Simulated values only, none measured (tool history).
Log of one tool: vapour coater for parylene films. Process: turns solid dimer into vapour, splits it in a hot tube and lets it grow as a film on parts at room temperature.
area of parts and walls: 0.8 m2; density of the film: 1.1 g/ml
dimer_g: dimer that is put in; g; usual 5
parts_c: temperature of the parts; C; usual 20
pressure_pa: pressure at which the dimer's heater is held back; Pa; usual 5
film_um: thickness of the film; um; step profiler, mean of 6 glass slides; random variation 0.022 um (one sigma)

| run | day | dimer_g | parts_c | pressure_pa | film_um |
|---|---|---|---|---|---|
| 1 | 0 | 5 | 20 | 5 | 3 |
| 2 | 0.958 | 5 | 20 | 5 | 2.96 |
| 3 | 2.342 | 5 | 20 | 5 | 2.96 |
| 4 | 3.167 | 5 | 20 | 8.29 | 2.87 |
| 5 | 5.029 | 5 | 24 | 8.29 | 2.52 |
| 6 | 6.492 | 5 | 20 | 5 | 2.98 |
| 7 | 7.554 | 5 | 20 | 5 | 2.97 |
| 8 | 8.971 | 5 | 20 | 5 | 2.96 |
| 9 | 9.742 | 5 | 20 | 5 | 2.94 |
| 10 | 11.112 | 5 | 20 | 5 | 2.95 |
| 11 | 11.892 | 5 | 20 | 5 | 2.98 |
| 12 | 12.712 | 5 | 18 | 2.63 | 3.32 |
| 13 | 13.667 | 4 | 13 | 2.63 | 3.12 |
|  | 13.975 | trap's valve overhauled |
| 14 | 15.688 | 3 | 17 | 2.63 | 2.04 |
| 15 | 17.238 | 4 | 20 | 9.66 | 2.29 |
| 16 | 18.35 | 4 | 20 | 9.66 | 2.22 |
| 17 | 19.958 | 5 | 20 | 10.76 | 2.79 |
| 18 | 21.512 | 5 | 20 | 10.76 | 2.74 |
|  | 21.958 | trap's valve overhauled, once more |
| 19 | 23.529 | 5 | 20 | 10.76 | 2.88 |
| 20 | 25.1 | 5 | 20 | 10.76 | 2.85 |
| 21 | 26.817 | 3 | 25 | 2 | 1.66 |

5 ways to go on from here, each from the tool as it stands after run 21. What would each give?
| A | 28.025 | 9 | 20 | 4.34 | ? |
| B | 28.025 | 5 | 27 | 3.2 | ? |
| C | 28.025 | 3 | 13 | 4.48 | ? |
| D | 28.025 | 3 | 20 | 2.88 | ? |
| E | 28.025 | 5 | 20 | 2.12 | ? |

| run | film_um |
|---|---|
| A | 5.49 |
| B | 2.5 |
| C | 2.33 |
| D | 1.9 |
| E | 3.24 |
Without the tool's hidden state the same runs would have given:
| run | film_um |
|---|---|
| A | 5.55 |
| B | 2.53 |
| C | 2.36 |
| D | 1.93 |
| E | 3.28 |

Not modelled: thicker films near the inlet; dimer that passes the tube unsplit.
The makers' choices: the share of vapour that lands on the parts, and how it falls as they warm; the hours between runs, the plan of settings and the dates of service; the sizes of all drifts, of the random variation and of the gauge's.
